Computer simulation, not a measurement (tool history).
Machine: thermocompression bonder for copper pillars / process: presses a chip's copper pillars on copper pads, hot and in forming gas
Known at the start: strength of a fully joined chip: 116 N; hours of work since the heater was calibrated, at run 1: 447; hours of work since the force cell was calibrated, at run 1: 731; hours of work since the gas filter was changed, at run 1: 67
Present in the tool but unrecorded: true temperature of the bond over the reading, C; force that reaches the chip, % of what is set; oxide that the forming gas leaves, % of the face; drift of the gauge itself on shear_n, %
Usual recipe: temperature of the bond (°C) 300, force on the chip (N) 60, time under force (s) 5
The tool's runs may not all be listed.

run	hour	temperature of the bond (°C)	force on the chip (N)	time under force (s)	hours of work since the heater was calibrated	hours of work since the force cell was calibrated	hours of work since the gas filter was changed	force that shears a chip off (N)
1	0.0	300	60	5	447	731	67	56.1
2	23.4	300	60	5	458	742	77	56.0
3	41.2	300	60	5	466	750	85	55.6
4	57.0	300	60	4	473	757	92	51.4
5	77.6	300	60	5	482	766	102	55.5
# hour 82.2: forming gas filter changed
6	97.2	300	60	4	491	775	7	53.7
7	122.4	300	60	4	502	786	18	53.2
8	140.5	300	60	4	510	795	26	53.2
9	163.8	300	60	5	521	805	37	57.2
10	189.9	300	60	5	532	817	49	56.5
11	206.6	300	60	5	540	824	56	55.6
12	220.5	300	60	5	546	831	62	56.0
13	243.6	287	60	5	557	841	73	48.6
14	268.0	287	60	4	568	852	84	43.3
# hour 275.4: force cell calibrated
15	284.9	287	60	4	575	4	91	44.8
16	309.7	285	60	5	586	15	102	47.1
# hour 314.6: forming gas filter changed
17	330.5	285	60	5	595	25	7	50.5
18	351.3	300	54	5	604	34	17	56.7
19	364.5	300	54	5	610	40	23	55.3
20	386.0	300	54	5	620	50	32	54.8
21	409.1	306	51	3	630	60	43	47.1
22	430.7	272	81	3	640	70	52	39.4
23	446.4	272	81	3	647	77	59	38.7
24	469.4	272	81	3	658	87	70	38.4
25	484.9	272	81	3	665	94	77	38.4
26	498.7	272	81	3	671	100	83	38.7
27	513.5	300	51	11	678	107	90	66.7
28	539.0	300	48	5	689	119	101	49.1
# hour 545.5: forming gas filter changed
29	551.7	277	37	6	695	124	3	37.8
30	569.5	316	67	3	703	132	11	59.9
31	592.3	273	60	5	713	143	21	42.4
32	616.0	300	77	9	724	153	32	77.0
33	635.3	300	77	9	732	162	41	76.4
34	660.9	287	60	12	744	173	52	67.0
35	676.9	287	60	12	751	181	59	66.5
36	699.0	287	60	12	761	191	69	65.8
37	712.8	326	53	8	767	197	76	76.9
38	729.3	298	39	4	775	204	83	40.9
39	741.7	300	51	10	780	210	89	64.7
40	766.0	293	54	5	791	221	99	48.8

Subtracting, for every run, the result it would have given without the tool's unlogged condition from the measured result gives the following. The same run-to-run variation enters both numbers; the gauge's scatter may not:
run	force that shears a chip off (N)
1	-4.9
2	-5.5
3	-5.7
4	-5.8
5	-6.5
6	-2.8
7	-3.3
8	-3.6
9	-4.3
10	-4.8
11	-5.1
12	-5.3
13	-5.3
14	-5.3
15	-4.7
16	-5.3
17	-2.2
18	-2.7
19	-2.9
20	-3.4
21	-3.4
22	-3.4
23	-3.6
24	-3.9
25	-4.1
26	-4.3
27	-6.8
28	-5.9
29	-2.0
30	-2.7
31	-2.9
32	-4.3
33	-4.7
34	-5.2
35	-5.4
36	-5.9
37	-6.5
38	-4.6
39	-6.7
40	-6.1
